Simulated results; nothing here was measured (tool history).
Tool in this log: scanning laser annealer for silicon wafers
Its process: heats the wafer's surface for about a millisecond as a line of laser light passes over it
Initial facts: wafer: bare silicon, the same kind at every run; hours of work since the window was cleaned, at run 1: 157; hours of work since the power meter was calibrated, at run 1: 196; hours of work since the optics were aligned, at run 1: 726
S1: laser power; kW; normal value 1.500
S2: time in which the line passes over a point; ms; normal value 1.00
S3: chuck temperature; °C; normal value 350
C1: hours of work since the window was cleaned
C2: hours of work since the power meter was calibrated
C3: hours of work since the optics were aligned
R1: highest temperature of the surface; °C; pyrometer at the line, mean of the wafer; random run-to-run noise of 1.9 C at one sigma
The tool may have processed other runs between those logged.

run 1 hour=0.0 | S1=1.500 S2=1.00 S3=350 | C1=157 C2=196 C3=726 | R1=1089
run 2 hour=7.9 | S1=1.500 S2=1.00 S3=350 | C1=162 C2=201 C3=731 | R1=1088
run 3 hour=22.6 | S1=1.500 S2=1.00 S3=350 | C1=172 C2=212 C3=741 | R1=1086
-- hour=30.4 optics aligned, line set to its width
run 4 hour=41.5 | S1=1.500 S2=1.00 S3=350 | C1=182 C2=221 C3=8 | R1=1103
run 5 hour=55.3 | S1=1.500 S2=1.00 S3=350 | C1=192 C2=231 C3=17 | R1=1095
run 6 hour=71.9 | S1=1.500 S2=1.00 S3=315 | C1=203 C2=242 C3=29 | R1=1060
run 7 hour=83.0 | S1=1.625 S2=1.00 S3=350 | C1=211 C2=250 C3=37 | R1=1169
run 8 hour=100.0 | S1=1.625 S2=1.00 S3=350 | C1=223 C2=262 C3=48 | R1=1169
run 9 hour=110.6 | S1=1.625 S2=1.00 S3=373 | C1=230 C2=269 C3=56 | R1=1193
run 10 hour=122.4 | S1=1.500 S2=1.07 S3=350 | C1=238 C2=277 C3=64 | R1=1119
run 11 hour=135.5 | S1=1.500 S2=1.07 S3=350 | C1=247 C2=286 C3=73 | R1=1117
run 12 hour=148.3 | S1=1.500 S2=1.07 S3=350 | C1=256 C2=295 C3=82 | R1=1112
run 13 hour=162.4 | S1=1.500 S2=1.00 S3=350 | C1=266 C2=305 C3=92 | R1=1094
run 14 hour=172.8 | S1=1.500 S2=1.00 S3=350 | C1=273 C2=312 C3=99 | R1=1095
run 15 hour=183.8 | S1=1.500 S2=1.17 S3=350 | C1=281 C2=320 C3=106 | R1=1146
run 16 hour=201.7 | S1=1.500 S2=1.00 S3=332 | C1=293 C2=332 C3=119 | R1=1075
run 17 hour=220.6 | S1=1.500 S2=1.00 S3=332 | C1=306 C2=345 C3=132 | R1=1075
run 18 hour=230.3 | S1=1.500 S2=1.00 S3=332 | C1=313 C2=352 C3=139 | R1=1074
run 19 hour=246.6 | S1=1.395 S2=1.00 S3=350 | C1=324 C2=364 C3=150 | R1=1032
run 20 hour=256.4 | S1=1.395 S2=1.00 S3=350 | C1=331 C2=370 C3=157 | R1=1028
run 21 hour=272.2 | S1=1.429 S2=1.23 S3=337 | C1=342 C2=381 C3=168 | R1=1103
run 22 hour=286.3 | S1=1.395 S2=1.06 S3=363 | C1=352 C2=391 C3=178 | R1=1059
-- hour=290.0 window over the wafer cleaned
run 23 hour=303.6 | S1=1.318 S2=1.15 S3=350 | C1=9 C2=402 C3=188 | R1=1023
run 24 hour=318.6 | S1=1.318 S2=1.15 S3=350 | C1=20 C2=412 C3=199 | R1=1021
run 25 hour=332.9 | S1=1.374 S2=1.22 S3=371 | C1=30 C2=422 C3=208 | R1=1091
-- hour=345.6 window over the wafer cleaned, once more
run 26 hour=345.8 | S1=1.540 S2=0.86 S3=323 | C1=0 C2=430 C3=216 | R1=1046
run 27 hour=363.8 | S1=1.373 S2=1.15 S3=315 | C1=13 C2=442 C3=229 | R1=1035
run 28 hour=372.1 | S1=1.508 S2=1.00 S3=350 | C1=18 C2=448 C3=234 | R1=1106
run 29 hour=388.9 | S1=1.508 S2=1.00 S3=350 | C1=30 C2=459 C3=246 | R1=1105
run 30 hour=403.1 | S1=1.508 S2=1.00 S3=350 | C1=40 C2=469 C3=256 | R1=1102
run 31 hour=412.6 | S1=1.615 S2=0.78 S3=339 | C1=46 C2=476 C3=262 | R1=1073
run 32 hour=426.2 | S1=1.615 S2=0.78 S3=339 | C1=56 C2=485 C3=272 | R1=1071
run 33 hour=437.8 | S1=1.500 S2=0.79 S3=350 | C1=64 C2=493 C3=280 | R1=1026
run 34 hour=453.8 | S1=1.493 S2=0.98 S3=341 | C1=75 C2=505 C3=291 | R1=1077
run 35 hour=466.6 | S1=1.582 S2=1.00 S3=350 | C1=84 C2=513 C3=300 | R1=1145

Branching from run 35: 3 alternative next runs. What would each branch give?
run A hour=482.8 | S1=1.442 S2=1.06 S3=336 | C1=95 C2=525 C3=311 | R1=?
run B hour=482.8 | S1=1.398 S2=0.96 S3=386 | C1=95 C2=525 C3=311 | R1=?
run C hour=482.8 | S1=1.500 S2=0.82 S3=350 | C1=95 C2=525 C3=311 | R1=?

run=A R1=1065
run=B R1=1062
run=C R1=1034
Without the tool's unlogged condition, the same runs would have read:
run=A R1=1078
run=B R1=1074
run=C R1=1046
